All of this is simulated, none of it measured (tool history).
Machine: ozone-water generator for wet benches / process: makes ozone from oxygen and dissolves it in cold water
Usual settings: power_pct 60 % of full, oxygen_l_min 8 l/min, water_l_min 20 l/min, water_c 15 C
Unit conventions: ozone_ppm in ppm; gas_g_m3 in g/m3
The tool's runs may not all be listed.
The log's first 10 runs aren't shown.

Run 11, hour 316.4: usual settings. Result: ozone_ppm 15.5 ppm, gas_g_m3 140.7 g/m3.
Run 12, hour 340: usual settings. Result: ozone_ppm 15.5 ppm, gas_g_m3 141.1 g/m3.
Run 13, hour 362.5: usual settings but power_pct 41 % of full. Result: ozone_ppm 12.1 ppm, gas_g_m3 109.4 g/m3.
Run 14, hour 404.2: usual settings. Result: ozone_ppm 15.3 ppm, gas_g_m3 139.9 g/m3.
Run 15, hour 424.2: usual settings. Result: ozone_ppm 15.4 ppm, gas_g_m3 141.4 g/m3.
Run 16, hour 457.8: usual settings. Result: ozone_ppm 15.5 ppm, gas_g_m3 142.1 g/m3.
Run 17, hour 476.7: usual settings but water_c 14 C. Result: ozone_ppm 15.4 ppm, gas_g_m3 139 g/m3.
Run 18, hour 512.2: usual settings but power_pct 62 % of full, oxygen_l_min 5.2 l/min, water_l_min 28 l/min. Result: ozone_ppm 11.6 ppm, gas_g_m3 177.6 g/m3.
Run 19, hour 541.6: usual settings but water_l_min 14 l/min. Result: ozone_ppm 19.3 ppm, gas_g_m3 140.3 g/m3.
Run 20, hour 561.9: usual settings but power_pct 91 % of full, oxygen_l_min 7.6 l/min, water_l_min 24 l/min. Result: ozone_ppm 17.7 ppm, gas_g_m3 187.6 g/m3.
Run 21, hour 603.6: usual settings but power_pct 68 % of full, oxygen_l_min 8.15 l/min, water_l_min 27 l/min. Result: ozone_ppm 13.4 ppm, gas_g_m3 151.8 g/m3.
Run 22, hour 637.1: usual settings but power_pct 49 % of full, oxygen_l_min 8.15 l/min, water_l_min 13 l/min. Result: ozone_ppm 17.7 ppm, gas_g_m3 120.4 g/m3.
Run 23, hour 674.3: usual settings but power_pct 73 % of full, oxygen_l_min 7.02 l/min. Result: ozone_ppm 17.4 ppm, gas_g_m3 169.8 g/m3.
Run 24, hour 700.9: usual settings but power_pct 47 % of full, water_l_min 27 l/min. Result: ozone_ppm 10.1 ppm, gas_g_m3 119.1 g/m3.
Run 25, hour 737.9: usual settings but power_pct 88 % of full, water_l_min 23 l/min. Result: ozone_ppm 17.7 ppm, gas_g_m3 178.9 g/m3.
Run 26, hour 766.5: usual settings but power_pct 65 % of full. Result: ozone_ppm 15.9 ppm, gas_g_m3 148.8 g/m3.
Run 27, hour 807.4: usual settings but power_pct 65 % of full, oxygen_l_min 11.07 l/min, water_c 22 C. Result: ozone_ppm 13.5 ppm, gas_g_m3 128 g/m3.
Run 28, hour 844.9: usual settings but power_pct 65 % of full, oxygen_l_min 7.4 l/min, water_l_min 13 l/min, water_c 22 C. Result: ozone_ppm 18.2 ppm, gas_g_m3 151.7 g/m3.
Run 29, hour 866.5: usual settings but oxygen_l_min 4.93 l/min, water_l_min 18 l/min, water_c 17 C. Result: ozone_ppm 15.5 ppm, gas_g_m3 177.4 g/m3.
Run 30, hour 889.7: usual settings but oxygen_l_min 5.87 l/min, water_l_min 16 l/min, water_c 17 C. Result: ozone_ppm 17.2 ppm, gas_g_m3 162.6 g/m3.
Run 31, hour 930.2: usual settings but power_pct 51 % of full, oxygen_l_min 7.24 l/min, water_l_min 28 l/min, water_c 18 C. Result: ozone_ppm 9.9 ppm, gas_g_m3 132.6 g/m3.
Run 32, hour 948.1: usual settings but power_pct 51 % of full, oxygen_l_min 7.24 l/min, water_l_min 28 l/min, water_c 18 C. Result: ozone_ppm 10.2 ppm, gas_g_m3 131.9 g/m3.
Run 33, hour 979.6: usual settings but power_pct 78 % of full, oxygen_l_min 4.54 l/min. Result: ozone_ppm 17.2 ppm, gas_g_m3 218.6 g/m3.

Alternative continuations, all from the tool just after run 33; predict every row:
Run A, hour 1005.8: usual settings but power_pct 55 % of full, water_l_min 30 l/min. Result: ozone_ppm ?, gas_g_m3 ?.
Run B, hour 1005.8: usual settings but power_pct 72 % of full, oxygen_l_min 7.35 l/min, water_l_min 12 l/min. Result: ozone_ppm ?, gas_g_m3 ?.
Run C, hour 1005.8: usual settings but power_pct 59 % of full, oxygen_l_min 8.49 l/min. Result: ozone_ppm ?, gas_g_m3 ?.
Run D, hour 1005.8: usual settings but power_pct 78 % of full, oxygen_l_min 4.54 l/min, water_l_min 18 l/min. Result: ozone_ppm ?, gas_g_m3 ?.

run  ozone_ppm  gas_g_m3
  A       10.4       132
  B       23.7     164.7
  C       14.9     134.8
  D       18.8     217.5
Without the tool's hidden state the same runs would have given:
run  ozone_ppm  gas_g_m3
  A       11.9     137.5
  B         27       173
  C         17     140.7
  D       21.6       229
